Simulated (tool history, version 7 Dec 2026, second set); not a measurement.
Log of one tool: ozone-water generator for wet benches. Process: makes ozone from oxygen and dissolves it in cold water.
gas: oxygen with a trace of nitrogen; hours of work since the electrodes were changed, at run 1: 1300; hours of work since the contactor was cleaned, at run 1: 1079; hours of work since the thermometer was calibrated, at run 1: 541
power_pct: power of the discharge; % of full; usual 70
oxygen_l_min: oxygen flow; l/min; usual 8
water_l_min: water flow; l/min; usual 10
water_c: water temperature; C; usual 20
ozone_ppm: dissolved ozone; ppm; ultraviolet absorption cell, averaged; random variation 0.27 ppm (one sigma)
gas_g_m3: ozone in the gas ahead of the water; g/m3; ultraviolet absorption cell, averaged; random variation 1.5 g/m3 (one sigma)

run,day,power_pct,oxygen_l_min,water_l_min,water_c,hours of work since the electrodes were changed,hours of work since the contactor was cleaned,hours of work since the thermometer was calibrated,ozone_ppm,gas_g_m3
1,0,70,8,10,20,1300,1079,541,42.3,271.8
2,2.496,70,8,10,25,1340,1119,581,37.8,271.2
3,4.317,70,8,10,25,1369,1147,610,37.8,273.7
4,7.15,70,5.24,10,25,1414,1192,655,38.5,317.5
5,8.404,70,5.24,10,25,1433,1212,675,39.2,316.2
6,11.254,70,5.24,10,25,1479,1257,720,38.8,316.7
7,13.921,70,5.24,10,25,1521,1300,762,39.2,318.8
8,16.762,42,8,10,20,1566,1345,807,28.7,187.8
9,18.183,42,8,10,20,1588,1367,829,29.1,184.4
10,21.021,70,8,6,20,1633,1412,874,53.5,272.6
11,23.133,70,8,6,20,1667,1446,908,52.6,273.8
12,24.396,70,5.83,6,20,1687,1466,928,56,303.9
13,27.25,70,5.83,6,20,1732,1511,973,55.7,305
14,30.038,70,5.83,6,24,1776,1555,1017,49.7,310
15,31.538,70,5.83,6,24,1800,1579,1041,50.3,307.7
16,34.012,70,5.83,6,24,1839,1618,1080,49.8,306.9
17,36.688,98,5.78,6,24,1882,1660,1123,64.9,394.7
18,38.367,65,5.78,13,13,1908,1687,1149,39.1,293.4
19,39.725,65,5.78,13,13,1930,1709,1171,39.5,293
20,42.333,65,5.78,13,15,1971,1750,1212,38.5,293.9
21,44.854,65,5.78,13,14,2011,1790,1252,39,294.3
22,47.183,65,4.48,13,18,2048,1827,1289,35.5,322.6
23,49.329,65,4.48,13,18,2082,1861,1323,35.1,321.2
24,51.742,78,5.04,8,22,2120,1899,1361,50.4,351.7
25,54.092,70,4.42,10,20,2157,1936,1399,43,345.5
26,55.888,76,5.94,8,15,2186,1965,1427,57.8,327.8
27,57.275,70,8,6,20,2208,1987,1449,52.9,275.3
28,60.083,70,8.66,10,20,2252,2031,1493,42.2,270.2
29,62.45,70,8.66,10,20,2290,2069,1531,42.1,270.3
30,64.829,70,8.66,10,20,2328,2106,1569,42.4,272.8
31,66.104,70,6.75,10,25,2348,2127,1589,38.5,296.2
32,68.133,70,4.67,10,14,2380,2159,1621,48.1,338

3 ways to go on from here, each from the tool as it stands after run 32. What would each give?
A,70.108,74,8,10,20,2411,2190,1652,?,?
B,70.108,70,4.67,15,14,2411,2190,1652,?,?
C,70.108,70,5.78,8,19,2411,2190,1652,?,?

run,ozone_ppm,gas_g_m3
A,44.5,292.2
B,36.2,339.6
C,50,314.7
Without the tool's hidden state the same runs would have given:
run,ozone_ppm,gas_g_m3
A,44.6,285.4
B,36.3,331.7
C,50.1,307.4
